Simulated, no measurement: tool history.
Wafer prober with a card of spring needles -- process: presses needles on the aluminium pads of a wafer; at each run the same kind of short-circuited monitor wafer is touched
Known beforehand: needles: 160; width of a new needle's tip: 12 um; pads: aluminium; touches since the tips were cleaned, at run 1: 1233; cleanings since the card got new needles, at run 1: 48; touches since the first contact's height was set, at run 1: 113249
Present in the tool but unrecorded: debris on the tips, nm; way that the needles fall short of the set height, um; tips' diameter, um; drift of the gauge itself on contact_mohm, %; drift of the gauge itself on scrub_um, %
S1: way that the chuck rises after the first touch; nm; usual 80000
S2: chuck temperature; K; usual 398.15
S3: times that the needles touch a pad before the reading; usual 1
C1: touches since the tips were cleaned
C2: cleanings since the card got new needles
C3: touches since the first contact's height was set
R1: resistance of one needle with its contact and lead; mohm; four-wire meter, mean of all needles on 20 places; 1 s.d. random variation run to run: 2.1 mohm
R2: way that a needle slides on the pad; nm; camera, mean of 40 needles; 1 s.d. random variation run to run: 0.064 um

Run 1, hour 0: usual settings; C1 1233; C2 48; C3 113249. Result: R1 238 mohm, R2 17110 nm.
At hour 1.3: tips cleaned on abrasive film.
At hour 4.4: tips cleaned on abrasive film.
At hour 7.5: tips cleaned on abrasive film.
At hour 10.6: tips cleaned on abrasive film.
At hour 13.6: tips cleaned on abrasive film.
At hour 16.7: tips cleaned on abrasive film.
At hour 19.8: tips cleaned on abrasive film.
At hour 22.9: tips cleaned on abrasive film.
At hour 26: tips cleaned on abrasive film.
At hour 27.5: height of the first contact set anew.
At hour 29.4: tips cleaned on abrasive film.
At hour 32.5: tips cleaned on abrasive film.
At hour 35: tips cleaned on abrasive film.
At hour 38: tips cleaned on abrasive film.
At hour 41.1: tips cleaned on abrasive film.
Run 2, hour 42.2: usual settings; C1 880; C2 62; C3 11458. Result: R1 238 mohm, R2 17150 nm.
At hour 44.1: tips cleaned on abrasive film.
At hour 47.2: tips cleaned on abrasive film.
At hour 50.3: tips cleaned on abrasive film.
At hour 52.8: tips cleaned on abrasive film.
At hour 55.9: tips cleaned on abrasive film.
At hour 59: tips cleaned on abrasive film.
At hour 62: tips cleaned on abrasive film.
At hour 65.1: tips cleaned on abrasive film.
At hour 68.2: tips cleaned on abrasive film.
At hour 71.3: tips cleaned on abrasive film.
At hour 74.4: tips cleaned on abrasive film.
At hour 77.5: tips cleaned on abrasive film.
At hour 80.6: tips cleaned on abrasive film.
At hour 83.7: tips cleaned on abrasive film.
Run 3, hour 84.7: usual settings but S1 65000 nm; C1 875; C2 76; C3 44544. Result: R1 243 mohm, R2 13910 nm.
At hour 86.6: tips cleaned on abrasive film.
At hour 89.7: tips cleaned on abrasive film.
At hour 92.8: tips cleaned on abrasive film.
At hour 95.9: tips cleaned on abrasive film.
At hour 99: tips cleaned on abrasive film.
At hour 102.1: tips cleaned on abrasive film.
At hour 105.2: tips cleaned on abrasive film.
At hour 108.2: tips cleaned on abrasive film.
At hour 111.3: tips cleaned on abrasive film.
Run 4, hour 113.7: usual settings; C1 1872; C2 85; C3 67089. Result: R1 236 mohm, R2 17180 nm.
At hour 114.4: tips cleaned on abrasive film.
At hour 116.8: tips cleaned on abrasive film.
At hour 119.9: tips cleaned on abrasive film.
At hour 122.4: tips cleaned on abrasive film.
At hour 125.5: tips cleaned on abrasive film.
At hour 128.6: tips cleaned on abrasive film.
At hour 131.7: tips cleaned on abrasive film.
At hour 134.8: tips cleaned on abrasive film.
At hour 137.9: tips cleaned on abrasive film.
At hour 140.3: tips cleaned on abrasive film.
At hour 143.4: tips cleaned on abrasive film.
At hour 146.5: tips cleaned on abrasive film.
At hour 149.6: tips cleaned on abrasive film.
At hour 152.1: tips cleaned on abrasive film.
At hour 155.2: tips cleaned on abrasive film.
At hour 157.7: tips cleaned on abrasive film.
At hour 160.8: tips cleaned on abrasive film.
At hour 163.8: tips cleaned on abrasive film.
At hour 166.9: tips cleaned on abrasive film.
Run 5, hour 168.5: usual settings; C1 1227; C2 104; C3 109661. Result: R1 238 mohm, R2 17200 nm.
At hour 169.8: tips cleaned on abrasive film.
At hour 172.8: tips cleaned on abrasive film.
At hour 175.9: tips cleaned on abrasive film.
At hour 179: tips cleaned on abrasive film.
At hour 182.1: tips cleaned on abrasive film.
At hour 185.2: tips cleaned on abrasive film.
At hour 188.3: tips cleaned on abrasive film.
At hour 191.4: tips cleaned on abrasive film.
At hour 194.4: tips cleaned on abrasive film.
At hour 197.5: tips cleaned on abrasive film.
At hour 200.2: height of the first contact set anew.
At hour 200.9: tips cleaned on abrasive film.
At hour 204: tips cleaned on abrasive film.
At hour 207.1: tips cleaned on abrasive film.
Run 6, hour 209.2: usual settings; C1 1661; C2 117; C3 6950. Result: R1 234 mohm, R2 17190 nm.
At hour 209.9: tips cleaned on abrasive film.
At hour 212.9: tips cleaned on abrasive film.
At hour 216: tips cleaned on abrasive film.
At hour 219.1: tips cleaned on abrasive film.
At hour 222.2: tips cleaned on abrasive film.
At hour 225.3: tips cleaned on abrasive film.
At hour 228.4: tips cleaned on abrasive film.
At hour 231.5: tips cleaned on abrasive film.
At hour 234.6: tips cleaned on abrasive film.
At hour 237.6: tips cleaned on abrasive film.
At hour 240.7: tips cleaned on abrasive film.
At hour 243.8: tips cleaned on abrasive film.
At hour 246.9: tips cleaned on abrasive film.
At hour 249.4: tips cleaned on abrasive film.
At hour 252.5: tips cleaned on abrasive film.
At hour 255.6: tips cleaned on abrasive film.
Run 7, hour 257.7: usual settings; C1 1711; C2 133; C3 44719. Result: R1 239 mohm, R2 17280 nm.
At hour 258.4: tips cleaned on abrasive film.
At hour 261.5: tips cleaned on abrasive film.
At hour 264.6: tips cleaned on abrasive film.
At hour 267.7: tips cleaned on abrasive film.
At hour 270.7: tips cleaned on abrasive film.
At hour 273.8: tips cleaned on abrasive film.
At hour 276.9: tips cleaned on abrasive film.
At hour 279.4: tips cleaned on abrasive film.
At hour 282.5: tips cleaned on abrasive film.
At hour 285.2: tips cleaned on abrasive film.
Run 8, hour 285.2: usual settings but S2 380.15 K, S3 3; C1 0; C2 143; C3 66018. Result: R1 233 mohm, R2 17300 nm.
At hour 288.2: tips cleaned on abrasive film.
At hour 291.3: tips cleaned on abrasive film.
At hour 294.4: tips cleaned on abrasive film.
At hour 297.5: tips cleaned on abrasive film.
At hour 300.6: tips cleaned on abrasive film.
At hour 303.7: tips cleaned on abrasive film.
At hour 306.8: tips cleaned on abrasive film.
Run 9, hour 308.4: usual settings but S2 364.15 K, S3 2; C1 1296; C2 150; C3 84138. Result: R1 230 mohm, R2 17220 nm.
At hour 309.7: tips cleaned on abrasive film.
At hour 312.8: tips cleaned on abrasive film.
At hour 315.8: tips cleaned on abrasive film.
At hour 318.9: tips cleaned on abrasive film.
At hour 321.4: tips cleaned on abrasive film.
At hour 324.5: tips cleaned on abrasive film.
At hour 327: tips cleaned on abrasive film.
At hour 330.1: tips cleaned on abrasive film.
At hour 333.2: tips cleaned on abrasive film.
At hour 336.3: tips cleaned on abrasive film.
At hour 339.3: tips cleaned on abrasive film.
At hour 342.4: tips cleaned on abrasive film.
At hour 344.9: tips cleaned on abrasive film.
At hour 348: tips cleaned on abrasive film.
At hour 351.1: tips cleaned on abrasive film.
At hour 354.2: tips cleaned on abrasive film.
At hour 357.3: tips cleaned on abrasive film.
Run 10, hour 359.1: usual settings but S2 364.15 K, S3 2; C1 1456; C2 167; C3 123575. Result: R1 233 mohm, R2 17180 nm.
At hour 359.8: tips cleaned on abrasive film.
At hour 362.9: tips cleaned on abrasive film.
At hour 366: tips cleaned on abrasive film.
At hour 369: tips cleaned on abrasive film.
At hour 372.1: tips cleaned on abrasive film.
At hour 373: height of the first contact set anew.
At hour 375.5: tips cleaned on abrasive film.
At hour 378.6: tips cleaned on abrasive film.
At hour 381.7: tips cleaned on abrasive film.
At hour 384.8: tips cleaned on abrasive film.
At hour 387.3: tips cleaned on abrasive film.
At hour 390.3: tips cleaned on abrasive film.
At hour 393.4: tips cleaned on abrasive film.
At hour 396.5: tips cleaned on abrasive film.
At hour 399.6: tips cleaned on abrasive film.
At hour 402.7: tips cleaned on abrasive film.
At hour 405.8: tips cleaned on abrasive film.
At hour 417.8: card fitted with new needles.
At hour 420.3: tips cleaned on abrasive film.
At hour 423.4: tips cleaned on abrasive film.
At hour 426.4: tips cleaned on abrasive film.
Run 11, hour 426.4: usual settings but S1 72000 nm, S2 358.15 K, S3 2; C1 0; C2 3; C3 6726. Result: R1 230 mohm, R2 15500 nm.
At hour 428.9: tips cleaned on abrasive film.
At hour 432: tips cleaned on abrasive film.
At hour 434.5: tips cleaned on abrasive film.
At hour 437.6: tips cleaned on abrasive film.
At hour 440.7: tips cleaned on abrasive film.
At hour 443.8: tips cleaned on abrasive film.
At hour 446.9: tips cleaned on abrasive film.
At hour 449.9: tips cleaned on abrasive film.
Run 12, hour 452.2: usual settings but S1 72000 nm, S2 339.15 K; C1 1804; C2 11; C3 26799. Result: R1 221 mohm, R2 15500 nm.
At hour 452.9: tips cleaned on abrasive film.
At hour 456: tips cleaned on abrasive film.
At hour 459.1: tips cleaned on abrasive film.
At hour 462.1: tips cleaned on abrasive film.
At hour 465.2: tips cleaned on abrasive film.
At hour 468.3: tips cleaned on abrasive film.
At hour 471.4: tips cleaned on abrasive film.
At hour 474.5: tips cleaned on abrasive film.
At hour 477.6: tips cleaned on abrasive film.
At hour 480.7: tips cleaned on abrasive film.
At hour 483.8: tips cleaned on abrasive film.
At hour 486.2: tips cleaned on abrasive film.
At hour 489.3: tips cleaned on abrasive film.
Run 13, hour 489.7: usual settings but S1 72000 nm, S2 339.15 K; C1 330; C2 24; C3 55975. Result: R1 220 mohm, R2 15560 nm.
At hour 492.2: tips cleaned on abrasive film.
At hour 495.3: tips cleaned on abrasive film.
At hour 498.4: tips cleaned on abrasive film.
At hour 501.5: tips cleaned on abrasive film.
At hour 504.6: tips cleaned on abrasive film.
At hour 507.7: tips cleaned on abrasive film.
At hour 510.2: tips cleaned on abrasive film.
At hour 513.2: tips cleaned on abrasive film.
At hour 516.3: tips cleaned on abrasive film.
At hour 519.4: tips cleaned on abrasive film.
Run 14, hour 521.1: usual settings but S2 315.15 K, S3 3; C1 1320; C2 34; C3 80371. Result: R1 217 mohm, R2 17370 nm.

Branching from run 14: 4 alternative next runs. What would each branch give?
At hour 522.4: tips cleaned on abrasive film.
At hour 525.4: tips cleaned on abrasive film.
At hour 528.5: tips cleaned on abrasive film.
At hour 531.6: tips cleaned on abrasive film.
At hour 534.7: tips cleaned on abrasive film.
At hour 537.8: tips cleaned on abrasive film.
At hour 540.9: tips cleaned on abrasive film.
At hour 544: tips cleaned on abrasive film.
At hour 546.5: tips cleaned on abrasive film.
At hour 549.5: tips cleaned on abrasive film.
At hour 552.6: tips cleaned on abrasive film.
At hour 555.7: tips cleaned on abrasive film.
At hour 558.8: tips cleaned on abrasive film.
Run A, hour 560.3: usual settings but S1 86000 nm, S2 315.15 K, S3 3; C1 1205; C2 47; C3 110903. Result: R1 ?, R2 ?.
At hour 522.4: tips cleaned on abrasive film.
At hour 525.4: tips cleaned on abrasive film.
At hour 528.5: tips cleaned on abrasive film.
At hour 531.6: tips cleaned on abrasive film.
At hour 534.7: tips cleaned on abrasive film.
At hour 537.8: tips cleaned on abrasive film.
At hour 540.9: tips cleaned on abrasive film.
At hour 544: tips cleaned on abrasive film.
At hour 546.5: tips cleaned on abrasive film.
At hour 549.5: tips cleaned on abrasive film.
At hour 552.6: tips cleaned on abrasive film.
At hour 555.7: tips cleaned on abrasive film.
At hour 558.8: tips cleaned on abrasive film.
Run B, hour 560.3: usual settings but S2 318.15 K, S3 3; C1 1205; C2 47; C3 110903. Result: R1 ?, R2 ?.
At hour 522.4: tips cleaned on abrasive film.
At hour 525.4: tips cleaned on abrasive film.
At hour 528.5: tips cleaned on abrasive film.
At hour 531.6: tips cleaned on abrasive film.
At hour 534.7: tips cleaned on abrasive film.
At hour 537.8: tips cleaned on abrasive film.
At hour 540.9: tips cleaned on abrasive film.
At hour 544: tips cleaned on abrasive film.
At hour 546.5: tips cleaned on abrasive film.
At hour 549.5: tips cleaned on abrasive film.
At hour 552.6: tips cleaned on abrasive film.
At hour 555.7: tips cleaned on abrasive film.
At hour 558.8: tips cleaned on abrasive film.
Run C, hour 560.3: usual settings but S1 74000 nm, S2 324.15 K, S3 2; C1 1205; C2 47; C3 110903. Result: R1 ?, R2 ?.
At hour 522.4: tips cleaned on abrasive film.
At hour 525.4: tips cleaned on abrasive film.
At hour 528.5: tips cleaned on abrasive film.
At hour 531.6: tips cleaned on abrasive film.
At hour 534.7: tips cleaned on abrasive film.
At hour 537.8: tips cleaned on abrasive film.
At hour 540.9: tips cleaned on abrasive film.
At hour 544: tips cleaned on abrasive film.
At hour 546.5: tips cleaned on abrasive film.
At hour 549.5: tips cleaned on abrasive film.
At hour 552.6: tips cleaned on abrasive film.
At hour 555.7: tips cleaned on abrasive film.
At hour 558.8: tips cleaned on abrasive film.
Run D, hour 560.3: usual settings but S1 73000 nm, S2 395.15 K, S3 2; C1 1205; C2 47; C3 110903. Result: R1 ?, R2 ?.

run   R1     R2
  A  218  18590
  B  217  17390
  C  221  15990
  D  235  15720
Stripped of hidden state, with their random variation kept, the same runs would have yielded:
run   R1     R2
  A  217  18420
  B  217  17240
  C  221  15850
  D  235  15580
